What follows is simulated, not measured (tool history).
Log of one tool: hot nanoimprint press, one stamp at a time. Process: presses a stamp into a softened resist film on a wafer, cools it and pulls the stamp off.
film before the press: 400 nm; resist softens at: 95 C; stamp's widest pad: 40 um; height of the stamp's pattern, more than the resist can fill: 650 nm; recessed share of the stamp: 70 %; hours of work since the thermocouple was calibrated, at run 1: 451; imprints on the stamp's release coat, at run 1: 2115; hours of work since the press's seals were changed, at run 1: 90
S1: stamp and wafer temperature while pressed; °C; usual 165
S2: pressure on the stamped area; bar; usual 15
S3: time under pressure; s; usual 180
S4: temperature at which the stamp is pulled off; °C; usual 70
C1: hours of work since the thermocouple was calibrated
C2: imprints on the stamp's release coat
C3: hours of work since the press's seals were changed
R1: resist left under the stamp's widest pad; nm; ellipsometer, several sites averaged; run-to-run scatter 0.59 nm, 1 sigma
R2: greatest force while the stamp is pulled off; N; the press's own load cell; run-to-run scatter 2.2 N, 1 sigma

run	hour	S1	S2	S3	S4	C1	C2	C3	R1	R2
1	0	165	15	180	70	451	2115	90	201.3	165
# hour 5.5: plate thermocouple calibrated
2	20.6	165	15	133	70	8	2180	100	218.4	169
3	35.8	165	15	133	70	16	2237	108	218.4	171
4	53	165	15	180	70	25	2300	117	199	172
5	73.8	165	15	180	70	36	2377	128	198.3	174
6	89.5	165	17.1	180	70	44	2436	136	185.7	173
7	103.9	165	15	180	70	52	2489	143	199.5	173
# hour 112.6: stamp cleaned and given a new release coat
# hour 124.8: plate thermocouple calibrated, once more
8	131.8	165	15	180	70	4	60	153	207.3	98
9	146.1	172	15	180	70	11	113	161	163.6	104
10	164.1	154	15	180	70	21	180	170	296.9	103
11	182.9	165	15	180	70	31	249	180	209	99
12	191.7	165	15	180	70	35	282	185	208.4	105
13	211.7	165	15	180	70	46	356	195	207.3	107
14	225.3	165	15	180	70	53	407	203	207	108
15	245.2	165	17.6	122	57	63	480	213	218	121
16	255.3	174	17.5	303	74	69	518	218	115.7	112
17	271.1	174	17.5	303	74	77	577	227	115.8	110
18	279.8	174	17.5	303	74	82	609	231	115.3	106
19	296.3	177	12.2	180	66	90	670	240	154.2	122
20	312.7	156	12.8	156	70	99	731	249	304.2	117
21	323.2	156	22.2	154	76	105	770	254	248.8	112
22	336.8	165	15	208	77	112	820	261	199.1	117
23	353.7	165	23.3	180	76	121	883	270	165.6	120
24	371.1	165	15	180	76	130	947	279	208.1	120
25	385.5	158	10.3	115	70	137	1001	287	326.2	125
26	404.7	172	23.9	113	59	147	1072	297	149.1	136

Consider 3 possible next runs. They are alternatives, not a sequence: every one starts from the tool as it was left by run 26. What does each give?
A	425.7	175	12.3	180	64	159	1150	308	?	?
B	425.7	156	15	217	71	159	1150	308	?	?
C	425.7	172	23.9	113	75	159	1150	308	?	?

run	R1	R2
A	164.7	139
B	266.1	132
C	149.5	128
The same runs, with their run-to-run variation unchanged, on a tool lacking any hidden condition would have given:
run	R1	R2
A	164.5	100
B	266	95
C	148	93
